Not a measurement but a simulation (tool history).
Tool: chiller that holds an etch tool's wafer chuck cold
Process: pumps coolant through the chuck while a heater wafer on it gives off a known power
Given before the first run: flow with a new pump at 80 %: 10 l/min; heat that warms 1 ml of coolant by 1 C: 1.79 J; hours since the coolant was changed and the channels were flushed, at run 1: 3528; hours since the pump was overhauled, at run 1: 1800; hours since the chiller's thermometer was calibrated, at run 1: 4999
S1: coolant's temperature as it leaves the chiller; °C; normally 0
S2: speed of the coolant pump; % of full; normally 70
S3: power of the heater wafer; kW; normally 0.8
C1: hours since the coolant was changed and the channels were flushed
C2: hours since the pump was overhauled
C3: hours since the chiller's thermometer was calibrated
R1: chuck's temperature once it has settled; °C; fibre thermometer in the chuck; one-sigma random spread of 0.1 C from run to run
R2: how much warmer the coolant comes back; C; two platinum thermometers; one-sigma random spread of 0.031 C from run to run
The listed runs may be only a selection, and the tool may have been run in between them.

run 1 hour=0 | S1=0 S2=70 S3=0.8 | C1=3528 C2=1800 C3=4999 | R1=5.7 R2=3.12
run 2 hour=56.1 | S1=0 S2=66 S3=0.8 | C1=3584 C2=1856 C3=5055 | R1=6.1 R2=3.35
run 3 hour=100.4 | S1=0 S2=66 S3=0.8 | C1=3629 C2=1901 C3=5099 | R1=6 R2=3.33
run 4 hour=164.4 | S1=0 S2=66 S3=0.8 | C1=3692 C2=1965 C3=5163 | R1=6 R2=3.33
run 5 hour=193.3 | S1=0 S2=66 S3=0.8 | C1=3721 C2=1994 C3=5192 | R1=5.9 R2=3.32
run 6 hour=257.1 | S1=0 S2=66 S3=0.8 | C1=3785 C2=2057 C3=5256 | R1=6.2 R2=3.3
run 7 hour=307.3 | S1=0 S2=66 S3=0.8 | C1=3835 C2=2108 C3=5306 | R1=6.1 R2=3.34
run 8 hour=335.8 | S1=0 S2=66 S3=0.8 | C1=3864 C2=2136 C3=5335 | R1=5.9 R2=3.31
run 9 hour=362.5 | S1=0 S2=66 S3=0.8 | C1=3891 C2=2163 C3=5361 | R1=6 R2=3.37
run 10 hour=409.6 | S1=0 S2=70 S3=0.8 | C1=3938 C2=2210 C3=5409 | R1=5.6 R2=3.16
run 11 hour=441.6 | S1=9 S2=70 S3=0.8 | C1=3970 C2=2242 C3=5440 | R1=14.8 R2=3.18
run 12 hour=490.5 | S1=9 S2=70 S3=0.8 | C1=4019 C2=2291 C3=5489 | R1=14.6 R2=3.15
run 13 hour=552.9 | S1=9 S2=70 S3=0.8 | C1=4081 C2=2353 C3=5552 | R1=14.7 R2=3.12
run 14 hour=602.6 | S1=9 S2=70 S3=0.483 | C1=4131 C2=2403 C3=5601 | R1=12 R2=1.9
-- hour=628.2 chiller's thermometer calibrated
run 15 hour=652.5 | S1=9 S2=70 S3=0.483 | C1=4180 C2=2452 C3=24 | R1=11.9 R2=1.92
run 16 hour=707.4 | S1=-6 S2=80 S3=0.648 | C1=4234 C2=2507 C3=79 | R1=-2.3 R2=2.29
run 17 hour=744.2 | S1=6 S2=70 S3=1.069 | C1=4271 C2=2543 C3=116 | R1=13.7 R2=4.22
run 18 hour=781.7 | S1=6 S2=70 S3=1.069 | C1=4309 C2=2581 C3=153 | R1=13.7 R2=4.24
run 19 hour=836.4 | S1=-8 S2=75 S3=0.516 | C1=4364 C2=2636 C3=208 | R1=-5 R2=1.87
run 20 hour=894.3 | S1=6 S2=93 S3=0.533 | C1=4421 C2=2694 C3=266 | R1=8 R2=1.56
run 21 hour=956.8 | S1=6 S2=93 S3=0.533 | C1=4484 C2=2756 C3=329 | R1=8.2 R2=1.56
-- hour=982.7 chiller's thermometer calibrated, once more
run 22 hour=987.6 | S1=2 S2=87 S3=0.993 | C1=4514 C2=2786 C3=5 | R1=8.9 R2=3.18
run 23 hour=1015.7 | S1=2 S2=87 S3=0.993 | C1=4542 C2=2814 C3=33 | R1=9 R2=3.15
run 24 hour=1042.6 | S1=2 S2=87 S3=0.904 | C1=4569 C2=2841 C3=60 | R1=8.3 R2=2.86
run 25 hour=1092.4 | S1=-6 S2=64 S3=0.504 | C1=4618 C2=2891 C3=110 | R1=-1.5 R2=2.25
run 26 hour=1133.5 | S1=2 S2=70 S3=0.414 | C1=4660 C2=2932 C3=151 | R1=5.5 R2=1.61
run 27 hour=1172.4 | S1=2 S2=70 S3=0.414 | C1=4698 C2=2971 C3=190 | R1=5.3 R2=1.64
run 28 hour=1229.4 | S1=2 S2=70 S3=0.414 | C1=4755 C2=3028 C3=247 | R1=5.5 R2=1.64
run 29 hour=1283.1 | S1=-5 S2=80 S3=0.465 | C1=4809 C2=3081 C3=300 | R1=-1.5 R2=1.63
run 30 hour=1343.8 | S1=-5 S2=80 S3=0.465 | C1=4870 C2=3142 C3=361 | R1=-1.6 R2=1.61

Each run again, without the hidden state but with its own random variation kept:
Hidden state present: heat passed by the chuck's channels, % of clean ones'; flow at a given pump speed, % of a new pump's; coolant's true temperature over the reading, C; drift of the gauge itself on chuck_c, C; drift of the gauge itself on warmer_back_c, C.
run=1 R1=6.1 R2=3.05
run=2 R1=6.4 R2=3.28
run=3 R1=6.3 R2=3.26
run=4 R1=6.3 R2=3.26
run=5 R1=6.2 R2=3.24
run=6 R1=6.5 R2=3.22
run=7 R1=6.4 R2=3.26
run=8 R1=6.2 R2=3.23
run=9 R1=6.2 R2=3.29
run=10 R1=5.9 R2=3.08
run=11 R1=15.1 R2=3.11
run=12 R1=14.9 R2=3.08
run=13 R1=15 R2=3.04
run=14 R1=12.5 R2=1.85
run=15 R1=12.7 R2=1.87
run=16 R1=-1.6 R2=2.23
run=17 R1=14 R2=4.12
run=18 R1=14 R2=4.13
run=19 R1=-4.3 R2=1.82
run=20 R1=8.9 R2=1.52
run=21 R1=9 R2=1.51
run=22 R1=8.1 R2=3.09
run=23 R1=8.3 R2=3.06
run=24 R1=7.7 R2=2.78
run=25 R1=-2 R2=2.19
run=26 R1=5.2 R2=1.56
run=27 R1=4.9 R2=1.6
run=28 R1=5.2 R2=1.59
run=29 R1=-1.8 R2=1.58
run=30 R1=-1.9 R2=1.56
